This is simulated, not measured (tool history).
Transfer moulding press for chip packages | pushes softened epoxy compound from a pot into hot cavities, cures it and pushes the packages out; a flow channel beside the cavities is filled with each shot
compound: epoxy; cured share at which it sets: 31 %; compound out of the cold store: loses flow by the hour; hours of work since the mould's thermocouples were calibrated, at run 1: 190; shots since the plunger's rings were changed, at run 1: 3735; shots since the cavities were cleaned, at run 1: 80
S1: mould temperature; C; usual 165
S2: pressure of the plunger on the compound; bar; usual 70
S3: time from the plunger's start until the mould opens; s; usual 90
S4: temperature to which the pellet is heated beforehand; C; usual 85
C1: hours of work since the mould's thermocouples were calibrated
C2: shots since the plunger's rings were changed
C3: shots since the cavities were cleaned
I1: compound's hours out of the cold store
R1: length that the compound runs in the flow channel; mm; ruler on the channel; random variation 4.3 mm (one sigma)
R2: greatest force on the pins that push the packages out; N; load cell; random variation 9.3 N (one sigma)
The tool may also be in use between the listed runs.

run	hour	S1	S2	S3	S4	C1	C2	C3	I1	R1	R2
1	0	165	70	90	85	190	3735	80	45.5	424	443
2	7.5	165	70	90	85	196	3833	178	33	458	466
3	15.6	165	70	90	85	202	3939	284	17.3	510	561
4	21	165	70	90	85	206	4009	354	12	528	593
5	26.8	165	70	90	85	210	4085	430	28.8	473	585
6	35	160	70	90	85	216	4193	538	34.6	467	884
# hour 37.9: cavities cleaned with cleaning compound and waxed
7	45.6	165	70	78	85	223	4312	102	44	426	858
8	50.4	165	70	78	85	226	4374	164	15.5	514	1003
9	57.2	165	70	78	85	231	4464	254	21.8	487	950
10	67	165	70	78	85	238	4591	381	46.2	415	879
# hour 69.9: cavities cleaned with cleaning compound and waxed, once more
11	72.7	163	70	119	85	241	4646	36	35.9	453	328
12	82.7	167	52.7	84	88	249	4777	167	17.3	431	492
13	90	169	75.5	101	86	254	4872	262	44	431	387
14	97.8	165	59.7	125	84	260	4974	364	31.1	423	394
15	103.1	165	74.3	90	85	264	5043	433	45.2	426	554
# hour 113.7: cavities cleaned with cleaning compound and waxed
16	113.7	165	74.3	90	85	270	5162	0	31.1	467	383

Forecast run 17:
17	121.2	159	79.8	70	82	276	5261	99	38.9	?	?

R1: 473 mm
R2: 1094 N
Without the tool's hidden state the same run would have given R1 529 mm, R2 971 N.
